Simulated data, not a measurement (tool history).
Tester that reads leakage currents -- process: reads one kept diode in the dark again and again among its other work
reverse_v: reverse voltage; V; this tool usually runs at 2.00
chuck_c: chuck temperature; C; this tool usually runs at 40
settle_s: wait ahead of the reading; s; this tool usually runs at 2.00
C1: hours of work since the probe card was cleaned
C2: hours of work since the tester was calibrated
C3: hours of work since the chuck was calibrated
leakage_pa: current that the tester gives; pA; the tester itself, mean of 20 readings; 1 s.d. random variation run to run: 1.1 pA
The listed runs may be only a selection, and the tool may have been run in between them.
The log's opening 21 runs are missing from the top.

Run 22, hour 2033.9: usual settings but reverse_v 7.05 V; C1 1077; C2 1768; C3 1862. Result: leakage_pa 646.80 pA.
Run 23, hour 2153.3: usual settings but reverse_v 7.05 V, chuck_c 27 C, settle_s 6.39 s; C1 1138; C2 1829; C3 1923. Result: leakage_pa 202.70 pA.
Run 24, hour 2246.7: usual settings but reverse_v 1.77 V, chuck_c 50 C, settle_s 5.67 s; C1 1186; C2 1877; C3 1971. Result: leakage_pa 762.95 pA.
Run 25, hour 2340.4: usual settings but reverse_v 1.77 V, chuck_c 50 C, settle_s 5.67 s; C1 1234; C2 1925; C3 2019. Result: leakage_pa 764.52 pA.
Run 26, hour 2456.4: usual settings but reverse_v 1.77 V, chuck_c 50 C, settle_s 5.67 s; C1 1293; C2 1984; C3 2078. Result: leakage_pa 765.12 pA.
Run 27, hour 2586.1: usual settings but reverse_v 1.77 V, chuck_c 50 C, settle_s 5.67 s; C1 1360; C2 2051; C3 2145. Result: leakage_pa 758.35 pA.
At hour 2628.2: probe card cleaned and baked.
Run 28, hour 2699.6: usual settings but reverse_v 1.77 V, chuck_c 50 C, settle_s 5.67 s; C1 37; C2 2107; C3 2202. Result: leakage_pa 761.25 pA.
Run 29, hour 2837.0: usual settings but reverse_v 1.77 V, chuck_c 50 C, settle_s 5.67 s; C1 107; C2 2178; C3 2272. Result: leakage_pa 764.81 pA.
Run 30, hour 2940.2: usual settings but reverse_v 1.26 V, settle_s 3.51 s; C1 160; C2 2231; C3 2325. Result: leakage_pa 284.24 pA.
Run 31, hour 3054.1: usual settings but reverse_v 1.26 V, settle_s 3.51 s; C1 218; C2 2289; C3 2383. Result: leakage_pa 286.01 pA.
Run 32, hour 3149.1: usual settings but reverse_v 15.36 V, chuck_c 46 C, settle_s 3.51 s; C1 267; C2 2338; C3 2432. Result: leakage_pa 1538.33 pA.
At hour 3260.5: chuck's temperature calibrated.
Run 33, hour 3260.5: usual settings but reverse_v 1.09 V, chuck_c 26 C, settle_s 2.39 s; C1 323; C2 2394; C3 0. Result: leakage_pa 76.59 pA.

What if the next run were any one of these 4? Each begins from the tool's condition after run 33:
Run A, hour 3373.4: usual settings but reverse_v 1.95 V, chuck_c 52 C, settle_s 4.82 s; C1 381; C2 2452; C3 58. Result: leakage_pa ?.
Run B, hour 3373.4: usual settings but reverse_v 18.15 V, chuck_c 34 C, settle_s 0.91 s; C1 381; C2 2452; C3 58. Result: leakage_pa ?.
Run C, hour 3373.4: usual settings but reverse_v 1.09 V, chuck_c 26 C, settle_s 3.39 s; C1 381; C2 2452; C3 58. Result: leakage_pa ?.
Run D, hour 3373.4: usual settings but reverse_v 2.04 V, chuck_c 30 C; C1 381; C2 2452; C3 58. Result: leakage_pa ?.

run  leakage_pa
  A      939.03
  B      603.04
  C       76.54
  D      148.78
What these runs would have given with no unlogged condition in the tool:
run  leakage_pa
  A      939.15
  B      603.09
  C       76.55
  D      148.79

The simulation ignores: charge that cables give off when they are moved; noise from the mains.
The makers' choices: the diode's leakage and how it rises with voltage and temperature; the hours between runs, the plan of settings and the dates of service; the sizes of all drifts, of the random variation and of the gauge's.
